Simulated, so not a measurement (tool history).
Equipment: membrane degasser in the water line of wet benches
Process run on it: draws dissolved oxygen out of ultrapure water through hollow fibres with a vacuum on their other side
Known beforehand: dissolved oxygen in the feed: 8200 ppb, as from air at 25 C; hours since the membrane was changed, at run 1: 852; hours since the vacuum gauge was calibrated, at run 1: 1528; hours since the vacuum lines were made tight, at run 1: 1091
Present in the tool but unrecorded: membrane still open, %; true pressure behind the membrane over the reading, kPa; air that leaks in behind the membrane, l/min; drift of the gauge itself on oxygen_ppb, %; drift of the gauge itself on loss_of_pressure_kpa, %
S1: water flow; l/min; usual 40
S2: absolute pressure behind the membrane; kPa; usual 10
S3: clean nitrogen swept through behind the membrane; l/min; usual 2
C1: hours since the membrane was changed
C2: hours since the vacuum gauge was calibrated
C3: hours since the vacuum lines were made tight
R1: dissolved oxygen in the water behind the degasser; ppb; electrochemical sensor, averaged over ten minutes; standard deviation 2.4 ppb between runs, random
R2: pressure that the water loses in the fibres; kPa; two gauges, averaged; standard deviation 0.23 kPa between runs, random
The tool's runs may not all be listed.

| run | hour | S1 | S2 | S3 | C1 | C2 | C3 | R1 | R2 |
|---|---|---|---|---|---|---|---|---|---|
| 1 | 0 | 40 | 10 | 2 | 852 | 1528 | 1091 | 315 | 56.81 |
| 2 | 51.4 | 40 | 10 | 2 | 904 | 1580 | 1143 | 316.7 | 57 |
| 3 | 88.2 | 40 | 10 | 2 | 941 | 1617 | 1179 | 310.4 | 56.73 |
| 4 | 142.1 | 40 | 19.7 | 2 | 994 | 1671 | 1233 | 710.8 | 56.77 |
| 5 | 171.1 | 40 | 9.7 | 2 | 1023 | 1700 | 1262 | 302 | 57.01 |
| 6 | 213 | 40 | 13 | 2 | 1065 | 1741 | 1304 | 439.8 | 56.66 |
| 7 | 260.4 | 25 | 13 | 2 | 1113 | 1789 | 1352 | 287.5 | 35.55 |
| 8 | 311.5 | 40 | 14.1 | 2 | 1164 | 1840 | 1403 | 481.2 | 56.98 |
| 9 | 360.8 | 50 | 10 | 2 | 1213 | 1889 | 1452 | 386.9 | 70.51 |
| 10 | 413.4 | 50 | 10 | 2 | 1266 | 1942 | 1505 | 387.9 | 70.88 |
| 11 | 468.6 | 50 | 10 | 2.94 | 1321 | 1997 | 1560 | 286.2 | 71.38 |
| 12 | 511.5 | 40 | 6.7 | 5.82 | 1364 | 2040 | 1603 | 75.1 | 56.72 |
| 13 | 535.8 | 40 | 6.7 | 5.82 | 1388 | 2064 | 1627 | 76.2 | 56.98 |
| 14 | 559 | 40 | 15 | 5.82 | 1411 | 2087 | 1650 | 208.3 | 56.65 |
| 15 | 588.8 | 40 | 15 | 5.82 | 1441 | 2117 | 1680 | 204.8 | 56.65 |
| 16 | 617.3 | 25 | 10 | 0.95 | 1470 | 2146 | 1709 | 385.4 | 35.51 |
| 17 | 665.6 | 25 | 10 | 0.95 | 1518 | 2194 | 1757 | 380.2 | 35.82 |
| 18 | 718.9 | 54 | 10 | 0.86 | 1571 | 2247 | 1810 | 760.7 | 76.97 |
| 19 | 755 | 32 | 12.3 | 4.89 | 1607 | 2283 | 1846 | 154.6 | 45.42 |
| 20 | 808.8 | 32 | 12.3 | 4.89 | 1661 | 2337 | 1900 | 152 | 45.74 |
| 21 | 858.2 | 32 | 12.3 | 4.89 | 1711 | 2387 | 1949 | 152 | 45.89 |
| 22 | 901.2 | 32 | 12.3 | 4.89 | 1754 | 2430 | 1992 | 154.2 | 45.55 |

Below, some changes in R1 between adjacent runs. For each, the amount present without the hidden state too (settings, incoming material, random variation) and the amount remaining for the hidden state with gauge scatter not shared by both compared results:
Run 4 -> 5: S2 19.7 -> 9.7. R1 -408.8 ppb: hidden state -0.3, all else -408.5.
Run 17 -> 18: S1 25 -> 54, S3 0.95 -> 0.86. R1 +380.5 ppb: hidden state +5.2, all else +375.3.
Run 18 -> 19: S1 54 -> 32, S2 10 -> 12.3, S3 0.86 -> 4.89. R1 -606.1 ppb: hidden state -9, all else -597.1.

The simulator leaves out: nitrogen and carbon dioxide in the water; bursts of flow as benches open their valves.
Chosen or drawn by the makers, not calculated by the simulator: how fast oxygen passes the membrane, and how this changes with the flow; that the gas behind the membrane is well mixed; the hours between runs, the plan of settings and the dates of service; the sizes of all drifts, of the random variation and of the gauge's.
